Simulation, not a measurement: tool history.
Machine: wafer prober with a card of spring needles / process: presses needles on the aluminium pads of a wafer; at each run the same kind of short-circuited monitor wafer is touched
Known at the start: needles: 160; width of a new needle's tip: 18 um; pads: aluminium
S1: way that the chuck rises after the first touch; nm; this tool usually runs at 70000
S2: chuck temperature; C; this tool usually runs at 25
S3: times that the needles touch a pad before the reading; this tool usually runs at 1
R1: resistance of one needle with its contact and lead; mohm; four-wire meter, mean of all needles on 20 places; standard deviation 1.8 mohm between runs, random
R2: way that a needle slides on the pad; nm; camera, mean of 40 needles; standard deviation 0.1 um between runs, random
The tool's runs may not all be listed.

run 1 hour=0 | S1=70000 S2=25 S3=1 | R1=476 R2=15640
-- hour=1.6 tips cleaned on abrasive film
-- hour=8.6 tips cleaned on abrasive film
run 2 hour=14.2 | S1=70000 S2=25 S3=1 | R1=510 R2=15700
-- hour=15.4 tips cleaned on abrasive film
-- hour=21.7 tips cleaned on abrasive film
-- hour=28.2 tips cleaned on abrasive film
run 3 hour=31.1 | S1=70000 S2=25 S3=2 | R1=330 R2=15820
-- hour=34.4 tips cleaned on abrasive film
-- hour=40.8 tips cleaned on abrasive film
run 4 hour=43.7 | S1=70000 S2=25 S3=2 | R1=334 R2=15460
-- hour=48.3 tips cleaned on abrasive film
-- hour=55.1 tips cleaned on abrasive film
run 5 hour=59.4 | S1=70000 S2=25 S3=2 | R1=363 R2=15470
-- hour=61.5 tips cleaned on abrasive film
-- hour=68.2 tips cleaned on abrasive film
run 6 hour=69.5 | S1=70000 S2=25 S3=2 | R1=272 R2=15490
-- hour=74.6 tips cleaned on abrasive film
-- hour=81 tips cleaned on abrasive film
run 7 hour=86.9 | S1=70000 S2=25 S3=2 | R1=391 R2=15420
-- hour=88.5 tips cleaned on abrasive film
-- hour=95.9 tips cleaned on abrasive film
-- hour=102.5 tips cleaned on abrasive film
run 8 hour=103.3 | S1=70000 S2=25 S3=2 | R1=258 R2=15400
-- hour=109.8 tips cleaned on abrasive film
-- hour=116.8 tips cleaned on abrasive film
run 9 hour=120.4 | S1=70000 S2=25 S3=2 | R1=359 R2=15540
-- hour=123.2 tips cleaned on abrasive film
-- hour=129.4 tips cleaned on abrasive film
-- hour=131.2 height of the first contact set anew
-- hour=135.9 tips cleaned on abrasive film
run 10 hour=135.9 | S1=70000 S2=25 S3=2 | R1=209 R2=15750
-- hour=143.1 tips cleaned on abrasive film
-- hour=149.4 tips cleaned on abrasive film
run 11 hour=153.2 | S1=70000 S2=25 S3=2 | R1=356 R2=15870
-- hour=156.1 tips cleaned on abrasive film
-- hour=163 tips cleaned on abrasive film
-- hour=169.9 tips cleaned on abrasive film
run 12 hour=170.6 | S1=70000 S2=46 S3=1 | R1=295 R2=15710
-- hour=176.5 tips cleaned on abrasive film
-- hour=184 tips cleaned on abrasive film
run 13 hour=186.8 | S1=58000 S2=25 S3=1 | R1=559 R2=12800
-- hour=191.2 tips cleaned on abrasive film
run 14 hour=196.3 | S1=81000 S2=108 S3=1 | R1=419 R2=18220
-- hour=198.1 tips cleaned on abrasive film
run 15 hour=203.5 | S1=70000 S2=25 S3=1 | R1=535 R2=15520
-- hour=204.6 tips cleaned on abrasive film
-- hour=211.2 tips cleaned on abrasive film
-- hour=218.3 tips cleaned on abrasive film
run 16 hour=218.7 | S1=73000 S2=89 S3=1 | R1=273 R2=16300
-- hour=224.7 tips cleaned on abrasive film
run 17 hour=228.9 | S1=58000 S2=80 S3=3 | R1=374 R2=12870
-- hour=231.7 tips cleaned on abrasive film
-- hour=238 tips cleaned on abrasive film
run 18 hour=238.9 | S1=58000 S2=80 S3=3 | R1=265 R2=12660
-- hour=245.2 tips cleaned on abrasive film
run 19 hour=250.6 | S1=66000 S2=28 S3=2 | R1=432 R2=14640
-- hour=251.9 tips cleaned on abrasive film
-- hour=258.4 tips cleaned on abrasive film
-- hour=265 tips cleaned on abrasive film
run 20 hour=268.4 | S1=66000 S2=28 S3=2 | R1=399 R2=14710
-- hour=271.8 tips cleaned on abrasive film
-- hour=278 tips cleaned on abrasive film
run 21 hour=278 | S1=59000 S2=25 S3=2 | R1=231 R2=12680
-- hour=285 tips cleaned on abrasive film
-- hour=291.3 tips cleaned on abrasive film
run 22 hour=293 | S1=86000 S2=25 S3=1 | R1=330 R2=18940

Consider 4 possible next runs. They are alternatives, not a sequence: every one starts from the tool as it was left by run 22. What does each give?
-- hour=298.1 tips cleaned on abrasive film
-- hour=299.2 height of the first contact set anew
-- hour=305 tips cleaned on abrasive film
run A hour=305 | S1=65000 S2=110 S3=1 | R1=? R2=?
-- hour=298.1 tips cleaned on abrasive film
-- hour=299.2 height of the first contact set anew
-- hour=305 tips cleaned on abrasive film
run B hour=305 | S1=55000 S2=69 S3=2 | R1=? R2=?
-- hour=298.1 tips cleaned on abrasive film
-- hour=299.2 height of the first contact set anew
-- hour=305 tips cleaned on abrasive film
run C hour=305 | S1=87000 S2=25 S3=1 | R1=? R2=?
-- hour=298.1 tips cleaned on abrasive film
-- hour=299.2 height of the first contact set anew
-- hour=305 tips cleaned on abrasive film
run D hour=305 | S1=56000 S2=25 S3=2 | R1=? R2=?

run=A R1=249 R2=14740
run=B R1=237 R2=12470
run=C R1=212 R2=19690
run=D R1=230 R2=12620
Without the tool's unlogged condition, the same runs would have read:
run=A R1=216 R2=14760
run=B R1=207 R2=12490
run=C R1=190 R2=19710
run=D R1=199 R2=12640

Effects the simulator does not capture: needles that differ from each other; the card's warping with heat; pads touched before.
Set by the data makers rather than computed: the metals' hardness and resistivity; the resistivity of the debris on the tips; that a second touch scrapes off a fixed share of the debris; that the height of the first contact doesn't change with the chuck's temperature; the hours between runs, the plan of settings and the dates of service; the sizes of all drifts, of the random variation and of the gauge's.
